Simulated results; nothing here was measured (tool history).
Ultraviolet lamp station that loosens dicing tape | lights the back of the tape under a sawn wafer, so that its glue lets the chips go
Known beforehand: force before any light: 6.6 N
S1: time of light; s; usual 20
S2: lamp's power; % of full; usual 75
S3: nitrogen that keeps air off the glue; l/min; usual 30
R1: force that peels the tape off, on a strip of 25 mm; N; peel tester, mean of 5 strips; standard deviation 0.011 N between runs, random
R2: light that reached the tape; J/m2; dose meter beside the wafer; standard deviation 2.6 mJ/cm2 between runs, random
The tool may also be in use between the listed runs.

Run 1, hour 0: usual settings. Result: R1 0.643 N, R2 2790 J/m2.
Run 2, hour 17.8: usual settings but S3 52 l/min. Result: R1 0.453 N, R2 2790 J/m2.
Run 3, hour 40.6: usual settings. Result: R1 0.653 N, R2 2750 J/m2.
Run 4, hour 68.2: usual settings. Result: R1 0.676 N, R2 2740 J/m2.
Run 5, hour 105: usual settings. Result: R1 0.642 N, R2 2720 J/m2.
Run 6, hour 139.4: usual settings. Result: R1 0.707 N, R2 2670 J/m2.
Run 7, hour 173.1: usual settings. Result: R1 0.689 N, R2 2640 J/m2.
Run 8, hour 205.3: usual settings. Result: R1 0.686 N, R2 2670 J/m2.
At hour 207.8: window cleaned of glue's vapour.
Run 9, hour 225.5: usual settings but S1 19 s, S2 99 % of full, S3 25 l/min. Result: R1 0.558 N, R2 3300 J/m2.
Run 10, hour 241.6: usual settings but S1 17 s, S2 70 % of full, S3 25 l/min. Result: R1 1.178 N, R2 2100 J/m2.
Run 11, hour 274: usual settings but S1 10 s, S2 77 % of full, S3 20 l/min. Result: R1 2.304 N, R2 1300 J/m2.
Run 12, hour 292.4: usual settings but S1 10 s, S2 77 % of full, S3 20 l/min. Result: R1 2.346 N, R2 1290 J/m2.
At hour 296.3: window cleaned of glue's vapour, once more.
Run 13, hour 315: usual settings but S1 15 s, S2 77 % of full, S3 10 l/min. Result: R1 2.072 N, R2 2110 J/m2.

3 ways to go on from here, each from the tool as it stands after run 13. What would each give?
Run A, hour 348.7: usual settings but S1 14 s, S2 63 % of full, S3 9 l/min. Result: R1 ?, R2 ?.
Run B, hour 348.7: usual settings but S1 29 s, S3 10 l/min. Result: R1 ?, R2 ?.
Run C, hour 348.7: usual settings but S1 13 s, S2 91 % of full, S3 12 l/min. Result: R1 ?, R2 ?.

run     R1    R2
  A  2.812  1560
  B  0.804  3840
  C  1.766  2130
Take away the tool's hidden state, keep each run's random variation, and the runs would have read:
run     R1    R2
  A  2.323  1920
  B   0.56  4700
  C  1.345  2600
